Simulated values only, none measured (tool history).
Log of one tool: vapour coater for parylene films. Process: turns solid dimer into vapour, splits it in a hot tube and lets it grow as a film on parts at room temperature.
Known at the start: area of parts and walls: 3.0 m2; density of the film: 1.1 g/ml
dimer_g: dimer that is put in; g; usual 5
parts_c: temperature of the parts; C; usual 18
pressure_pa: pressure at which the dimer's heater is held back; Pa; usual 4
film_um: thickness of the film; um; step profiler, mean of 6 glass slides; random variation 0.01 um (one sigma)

Run 1, hour 0: usual settings. Result: film_um 0.84 um.
Run 2, hour 11.7: usual settings. Result: film_um 0.85 um.
Run 3, hour 35.1: usual settings. Result: film_um 0.85 um.
Run 4, hour 55.2: usual settings. Result: film_um 0.84 um.
Run 5, hour 67.2: usual settings. Result: film_um 0.84 um.
Run 6, hour 78.8: usual settings but parts_c 21 C. Result: film_um 0.74 um.
Run 7, hour 102.1: usual settings but parts_c 21 C. Result: film_um 0.72 um.
Run 8, hour 127.3: usual settings but parts_c 21 C. Result: film_um 0.71 um.
Run 9, hour 152.4: usual settings but parts_c 21 C, pressure_pa 7.98 Pa. Result: film_um 0.6 um.
Run 10, hour 168.1: usual settings but parts_c 15 C. Result: film_um 0.96 um.
Run 11, hour 188.2: usual settings but parts_c 15 C. Result: film_um 0.94 um.
Run 12, hour 207.3: usual settings but parts_c 15 C. Result: film_um 0.93 um.
Run 13, hour 221.1: usual settings. Result: film_um 0.8 um.
Run 14, hour 242.1: usual settings but parts_c 11 C. Result: film_um 1.11 um.
Run 15, hour 255.1: usual settings but parts_c 11 C. Result: film_um 1.13 um.
Run 16, hour 268.4: usual settings but parts_c 11 C, pressure_pa 4.51 Pa. Result: film_um 1.08 um.
Run 17, hour 284.9: usual settings but dimer_g 6 g. Result: film_um 0.95 um.
Run 18, hour 298.3: usual settings but dimer_g 6 g. Result: film_um 0.96 um.
Run 19, hour 318.8: usual settings but dimer_g 6 g. Result: film_um 0.95 um.
Run 20, hour 336.1: usual settings but dimer_g 6 g. Result: film_um 0.94 um.
Run 21, hour 349.7: usual settings but parts_c 13 C, pressure_pa 10.06 Pa. Result: film_um 0.78 um.
Run 22, hour 375.2: usual settings but parts_c 29 C, pressure_pa 6.1 Pa. Result: film_um 0.42 um.

Run 23 comes next. What will it give?
Run 23, hour 397.8: usual settings but parts_c 29 C, pressure_pa 6.1 Pa. Result: film_um ?.

Run 23 gave film_um 0.43 um.
Without the tool's hidden state the same run would have given film_um 0.47 um.

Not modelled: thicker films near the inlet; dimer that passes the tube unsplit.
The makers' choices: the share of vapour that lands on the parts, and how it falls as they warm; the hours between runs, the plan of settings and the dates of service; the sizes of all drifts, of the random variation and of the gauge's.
